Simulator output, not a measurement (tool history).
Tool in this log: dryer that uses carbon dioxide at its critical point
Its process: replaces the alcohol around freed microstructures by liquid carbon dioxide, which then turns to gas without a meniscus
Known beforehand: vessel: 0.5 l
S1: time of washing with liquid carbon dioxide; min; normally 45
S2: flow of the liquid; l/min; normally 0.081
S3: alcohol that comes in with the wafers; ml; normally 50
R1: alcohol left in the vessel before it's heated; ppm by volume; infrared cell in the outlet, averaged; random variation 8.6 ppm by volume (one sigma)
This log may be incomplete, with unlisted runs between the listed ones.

{"run": 1, "hour": 0.0, "S1": 45, "S2": 0.081, "S3": 50, "R1": 607}
{"run": 2, "hour": 5.7, "S1": 45, "S2": 0.081, "S3": 69, "R1": 786}
{"run": 3, "hour": 9.7, "S1": 45, "S2": 0.081, "S3": 37, "R1": 448}
{"run": 4, "hour": 17.6, "S1": 45, "S2": 0.081, "S3": 50, "R1": 609}
{"run": 5, "hour": 25.3, "S1": 45, "S2": 0.081, "S3": 50, "R1": 619}
{"run": 6, "hour": 31.4, "S1": 45, "S2": 0.081, "S3": 50, "R1": 583}
{"run": 7, "hour": 40.3, "S1": 45, "S2": 0.081, "S3": 50, "R1": 631}
{"run": 8, "hour": 47.1, "S1": 45, "S2": 0.081, "S3": 50, "R1": 621}
{"run": 9, "hour": 52.0, "S1": 37, "S2": 0.081, "S3": 50, "R1": 1485}
{"run": 10, "hour": 55.8, "S1": 45, "S2": 0.081, "S3": 26, "R1": 327}
{"run": 11, "hour": 63.0, "S1": 45, "S2": 0.081, "S3": 26, "R1": 344}
{"run": 12, "hour": 70.5, "S1": 45, "S2": 0.081, "S3": 26, "R1": 334}
{"run": 13, "hour": 79.6, "S1": 45, "S2": 0.081, "S3": 26, "R1": 343}
{"run": 14, "hour": 83.9, "S1": 45, "S2": 0.081, "S3": 26, "R1": 335}
{"run": 15, "hour": 92.5, "S1": 45, "S2": 0.081, "S3": 26, "R1": 340}
{"run": 16, "hour": 99.8, "S1": 30, "S2": 0.081, "S3": 21, "R1": 1422}
{"run": 17, "hour": 105.4, "S1": 30, "S2": 0.081, "S3": 21, "R1": 1460}
{"run": 18, "hour": 113.3, "S1": 34, "S2": 0.0784, "S3": 48, "R1": 2381}
{"run": 19, "hour": 120.6, "S1": 34, "S2": 0.0784, "S3": 48, "R1": 2296}
{"run": 20, "hour": 126.7, "S1": 68, "S2": 0.081, "S3": 50, "R1": 75}
{"run": 21, "hour": 131.7, "S1": 58, "S2": 0.081, "S3": 31, "R1": 125}

What does the tool deliver on the next run?
{"run": 22, "hour": 138.2, "S1": 47, "S2": 0.081, "S3": 33, "R1": "?"}

R1: 360 ppm by volume
If the tool had no hidden condition, the same run with the same run-to-run variation would have returned R1 246 ppm by volume.
